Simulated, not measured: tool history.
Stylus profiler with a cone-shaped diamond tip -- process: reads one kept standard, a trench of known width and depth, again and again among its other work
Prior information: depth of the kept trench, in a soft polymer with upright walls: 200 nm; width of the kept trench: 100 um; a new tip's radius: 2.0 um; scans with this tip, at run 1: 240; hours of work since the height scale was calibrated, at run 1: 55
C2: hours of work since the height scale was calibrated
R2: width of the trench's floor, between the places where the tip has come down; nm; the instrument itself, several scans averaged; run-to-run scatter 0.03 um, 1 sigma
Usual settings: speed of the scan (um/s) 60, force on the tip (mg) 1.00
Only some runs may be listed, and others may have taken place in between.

run 1 hour=0.0 | speed_of_the_scan_(um/s)=60 force_on_the_tip_(mg)=1.00 | scans_with_this_tip=240 C2=55 | depth_of_the_trench_(Å)=2017.5 R2=97950
run 2 hour=15.1 | speed_of_the_scan_(um/s)=60 force_on_the_tip_(mg)=1.00 | scans_with_this_tip=277 C2=64 | depth_of_the_trench_(Å)=2017.1 R2=97960
run 3 hour=33.8 | speed_of_the_scan_(um/s)=215 force_on_the_tip_(mg)=1.00 | scans_with_this_tip=323 C2=74 | depth_of_the_trench_(Å)=2016.5 R2=97290
run 4 hour=44.4 | speed_of_the_scan_(um/s)=215 force_on_the_tip_(mg)=1.00 | scans_with_this_tip=348 C2=80 | depth_of_the_trench_(Å)=2017.1 R2=97270
run 5 hour=55.9 | speed_of_the_scan_(um/s)=60 force_on_the_tip_(mg)=2.79 | scans_with_this_tip=377 C2=87 | depth_of_the_trench_(Å)=2033.0 R2=98090
run 6 hour=68.4 | speed_of_the_scan_(um/s)=60 force_on_the_tip_(mg)=2.79 | scans_with_this_tip=407 C2=94 | depth_of_the_trench_(Å)=2034.2 R2=98100
run 7 hour=80.0 | speed_of_the_scan_(um/s)=60 force_on_the_tip_(mg)=2.79 | scans_with_this_tip=436 C2=100 | depth_of_the_trench_(Å)=2032.9 R2=98100
run 8 hour=89.5 | speed_of_the_scan_(um/s)=46 force_on_the_tip_(mg)=1.00 | scans_with_this_tip=459 C2=106 | depth_of_the_trench_(Å)=2018.7 R2=98050
run 9 hour=101.6 | speed_of_the_scan_(um/s)=23 force_on_the_tip_(mg)=1.00 | scans_with_this_tip=488 C2=112 | depth_of_the_trench_(Å)=2016.5 R2=98160
run 10 hour=119.8 | speed_of_the_scan_(um/s)=177 force_on_the_tip_(mg)=1.00 | scans_with_this_tip=533 C2=123 | depth_of_the_trench_(Å)=2019.7 R2=97380
run 11 hour=131.4 | speed_of_the_scan_(um/s)=60 force_on_the_tip_(mg)=1.00 | scans_with_this_tip=561 C2=129 | depth_of_the_trench_(Å)=2017.8 R2=97970
run 12 hour=146.3 | speed_of_the_scan_(um/s)=60 force_on_the_tip_(mg)=1.00 | scans_with_this_tip=598 C2=138 | depth_of_the_trench_(Å)=2019.6 R2=97980
run 13 hour=156.2 | speed_of_the_scan_(um/s)=60 force_on_the_tip_(mg)=1.00 | scans_with_this_tip=622 C2=143 | depth_of_the_trench_(Å)=2020.2 R2=97940
run 14 hour=172.4 | speed_of_the_scan_(um/s)=60 force_on_the_tip_(mg)=1.00 | scans_with_this_tip=662 C2=152 | depth_of_the_trench_(Å)=2018.8 R2=97940
run 15 hour=189.7 | speed_of_the_scan_(um/s)=60 force_on_the_tip_(mg)=0.40 | scans_with_this_tip=704 C2=162 | depth_of_the_trench_(Å)=2010.9 R2=97770
run 16 hour=208.3 | speed_of_the_scan_(um/s)=60 force_on_the_tip_(mg)=0.40 | scans_with_this_tip=750 C2=173 | depth_of_the_trench_(Å)=2009.4 R2=97750
run 17 hour=219.6 | speed_of_the_scan_(um/s)=60 force_on_the_tip_(mg)=0.40 | scans_with_this_tip=777 C2=179 | depth_of_the_trench_(Å)=2011.3 R2=97780
run 18 hour=229.4 | speed_of_the_scan_(um/s)=60 force_on_the_tip_(mg)=1.00 | scans_with_this_tip=801 C2=184 | depth_of_the_trench_(Å)=2020.3 R2=97980
run 19 hour=243.4 | speed_of_the_scan_(um/s)=148 force_on_the_tip_(mg)=1.00 | scans_with_this_tip=835 C2=192 | depth_of_the_trench_(Å)=2017.6 R2=97580
run 20 hour=253.3 | speed_of_the_scan_(um/s)=148 force_on_the_tip_(mg)=1.00 | scans_with_this_tip=860 C2=198 | depth_of_the_trench_(Å)=2017.5 R2=97530
run 21 hour=270.8 | speed_of_the_scan_(um/s)=46 force_on_the_tip_(mg)=1.00 | scans_with_this_tip=902 C2=208 | depth_of_the_trench_(Å)=2017.3 R2=97970
run 22 hour=285.7 | speed_of_the_scan_(um/s)=18 force_on_the_tip_(mg)=0.36 | scans_with_this_tip=939 C2=216 | depth_of_the_trench_(Å)=2012.0 R2=98100
run 23 hour=297.8 | speed_of_the_scan_(um/s)=142 force_on_the_tip_(mg)=1.59 | scans_with_this_tip=968 C2=223 | depth_of_the_trench_(Å)=2022.4 R2=97700
run 24 hour=309.7 | speed_of_the_scan_(um/s)=60 force_on_the_tip_(mg)=2.33 | scans_with_this_tip=998 C2=230 | depth_of_the_trench_(Å)=2030.7 R2=98070
run 25 hour=328.0 | speed_of_the_scan_(um/s)=60 force_on_the_tip_(mg)=2.33 | scans_with_this_tip=1042 C2=240 | depth_of_the_trench_(Å)=2031.8 R2=98050
run 26 hour=341.7 | speed_of_the_scan_(um/s)=104 force_on_the_tip_(mg)=0.57 | scans_with_this_tip=1076 C2=248 | depth_of_the_trench_(Å)=2013.9 R2=97560
run 27 hour=359.3 | speed_of_the_scan_(um/s)=23 force_on_the_tip_(mg)=0.76 | scans_with_this_tip=1119 C2=258 | depth_of_the_trench_(Å)=2018.8 R2=98070
run 28 hour=372.2 | speed_of_the_scan_(um/s)=206 force_on_the_tip_(mg)=1.00 | scans_with_this_tip=1151 C2=265 | depth_of_the_trench_(Å)=2018.8 R2=97270
run 29 hour=385.1 | speed_of_the_scan_(um/s)=206 force_on_the_tip_(mg)=1.00 | scans_with_this_tip=1182 C2=272 | depth_of_the_trench_(Å)=2020.8 R2=97240
run 30 hour=398.5 | speed_of_the_scan_(um/s)=60 force_on_the_tip_(mg)=2.76 | scans_with_this_tip=1215 C2=280 | depth_of_the_trench_(Å)=2034.0 R2=98040
run 31 hour=411.8 | speed_of_the_scan_(um/s)=55 force_on_the_tip_(mg)=0.62 | scans_with_this_tip=1248 C2=287 | depth_of_the_trench_(Å)=2012.5 R2=97860
run 32 hour=420.4 | speed_of_the_scan_(um/s)=60 force_on_the_tip_(mg)=1.59 | scans_with_this_tip=1268 C2=292 | depth_of_the_trench_(Å)=2026.2 R2=97960
run 33 hour=432.8 | speed_of_the_scan_(um/s)=108 force_on_the_tip_(mg)=1.04 | scans_with_this_tip=1299 C2=299 | depth_of_the_trench_(Å)=2019.6 R2=97730
run 34 hour=451.2 | speed_of_the_scan_(um/s)=113 force_on_the_tip_(mg)=0.52 | scans_with_this_tip=1344 C2=309 | depth_of_the_trench_(Å)=2012.6 R2=97490
run 35 hour=468.0 | speed_of_the_scan_(um/s)=36 force_on_the_tip_(mg)=1.00 | scans_with_this_tip=1385 C2=319 | depth_of_the_trench_(Å)=2018.6 R2=97970
run 36 hour=479.7 | speed_of_the_scan_(um/s)=23 force_on_the_tip_(mg)=0.83 | scans_with_this_tip=1414 C2=326 | depth_of_the_trench_(Å)=2017.7 R2=98100
run 37 hour=491.2 | speed_of_the_scan_(um/s)=28 force_on_the_tip_(mg)=1.02 | scans_with_this_tip=1442 C2=332 | depth_of_the_trench_(Å)=2018.8 R2=98090
run 38 hour=504.5 | speed_of_the_scan_(um/s)=28 force_on_the_tip_(mg)=1.02 | scans_with_this_tip=1474 C2=340 | depth_of_the_trench_(Å)=2019.9 R2=98050
run 39 hour=522.8 | speed_of_the_scan_(um/s)=122 force_on_the_tip_(mg)=1.00 | scans_with_this_tip=1519 C2=350 | depth_of_the_trench_(Å)=2020.6 R2=97600
run 40 hour=532.5 | speed_of_the_scan_(um/s)=47 force_on_the_tip_(mg)=0.54 | scans_with_this_tip=1543 C2=355 | depth_of_the_trench_(Å)=2012.9 R2=97860
run 41 hour=542.9 | speed_of_the_scan_(um/s)=47 force_on_the_tip_(mg)=0.54 | scans_with_this_tip=1568 C2=361 | depth_of_the_trench_(Å)=2013.7 R2=97910
run 42 hour=556.6 | speed_of_the_scan_(um/s)=47 force_on_the_tip_(mg)=1.17 | scans_with_this_tip=1602 C2=369 | depth_of_the_trench_(Å)=2020.8 R2=97990

Here are 3 independent what-if runs from the current tool condition. What would each one return?
run A hour=565.7 | speed_of_the_scan_(um/s)=97 force_on_the_tip_(mg)=0.82 | scans_with_this_tip=1624 C2=374 | depth_of_the_trench_(Å)=? R2=?
run B hour=565.7 | speed_of_the_scan_(um/s)=46 force_on_the_tip_(mg)=1.17 | scans_with_this_tip=1624 C2=374 | depth_of_the_trench_(Å)=? R2=?
run C hour=565.7 | speed_of_the_scan_(um/s)=42 force_on_the_tip_(mg)=1.57 | scans_with_this_tip=1624 C2=374 | depth_of_the_trench_(Å)=? R2=?

run=A depth_of_the_trench_(Å)=2017.3 R2=97710
run=B depth_of_the_trench_(Å)=2021.9 R2=97980
run=C depth_of_the_trench_(Å)=2025.4 R2=98120
What these runs would have given with no unlogged condition in the tool:
run=A depth_of_the_trench_(Å)=2013.1 R2=97780
run=B depth_of_the_trench_(Å)=2017.7 R2=98040
run=C depth_of_the_trench_(Å)=2021.2 R2=98190

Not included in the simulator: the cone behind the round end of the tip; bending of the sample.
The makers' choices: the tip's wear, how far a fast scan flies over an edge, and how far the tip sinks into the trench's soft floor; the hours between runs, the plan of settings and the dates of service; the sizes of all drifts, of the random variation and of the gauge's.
